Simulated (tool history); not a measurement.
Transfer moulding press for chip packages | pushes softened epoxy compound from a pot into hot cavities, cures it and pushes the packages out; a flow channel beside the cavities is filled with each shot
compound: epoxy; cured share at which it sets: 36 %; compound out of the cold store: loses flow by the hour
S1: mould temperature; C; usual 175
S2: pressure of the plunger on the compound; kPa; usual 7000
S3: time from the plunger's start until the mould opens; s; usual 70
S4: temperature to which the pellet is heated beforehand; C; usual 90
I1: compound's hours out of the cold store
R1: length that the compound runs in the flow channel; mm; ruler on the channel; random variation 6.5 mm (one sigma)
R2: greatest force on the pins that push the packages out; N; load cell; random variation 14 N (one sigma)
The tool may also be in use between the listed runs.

run	hour	S1	S2	S3	S4	I1	R1	R2
1	0	175	7000	70	90	15	749	695
# hour 11.4: cavities cleaned with cleaning compound and waxed
2	12.3	175	7000	70	90	20.7	727	661
3	25.1	175	7000	70	90	40.5	671	604
4	36.1	175	7000	70	90	23.1	719	657
5	51.1	175	7000	70	98	12.9	752	682
# hour 59.7: cavities cleaned with cleaning compound and waxed
6	61.7	175	7000	70	98	16.6	743	617
7	73	175	7000	70	98	37.6	676	612
8	82.7	175	6650	70	90	46.6	621	619
9	93.7	180	6650	70	90	32.5	661	518
10	104.2	180	6650	62	90	31.5	652	613
# hour 109: cavities cleaned with cleaning compound and waxed
11	112	180	6650	62	90	22.5	682	634
12	126.8	175	8040	70	90	30.2	744	633
13	142	175	8040	70	90	31.3	743	620
14	148.4	175	8040	70	90	23.7	763	681
15	154.9	175	7000	59	90	11.9	755	1047
# hour 158.5: plunger's sealing rings changed
# hour 160: cavities cleaned with cleaning compound and waxed
16	170.9	175	7000	59	90	23.8	720	971
17	182.3	170	5930	93	90	31	642	516
18	191.9	173	8440	56	86	22.3	809	1271
# hour 208.4: cavities cleaned with cleaning compound and waxed
19	208.6	182	7000	70	92	16.8	721	477
20	223.5	175	7000	64	90	31.3	680	791
21	233.4	175	6020	70	98	30.2	641	624
22	242.5	168	5620	100	100	17.7	684	515
23	251.7	168	5620	100	100	44.7	587	503
# hour 256.8: cavities cleaned with cleaning compound and waxed
24	265.9	174	5700	70	90	39.8	608	642
25	279.3	183	6660	70	90	12.2	718	494

The next listed run, before its measurement:
26	288.4	175	6850	51	90	41.6	?	?

Run 26 gave R1 637 mm, R2 1287 N.
Without the tool's hidden state the same run would have given R1 638 mm, R2 1272 N.
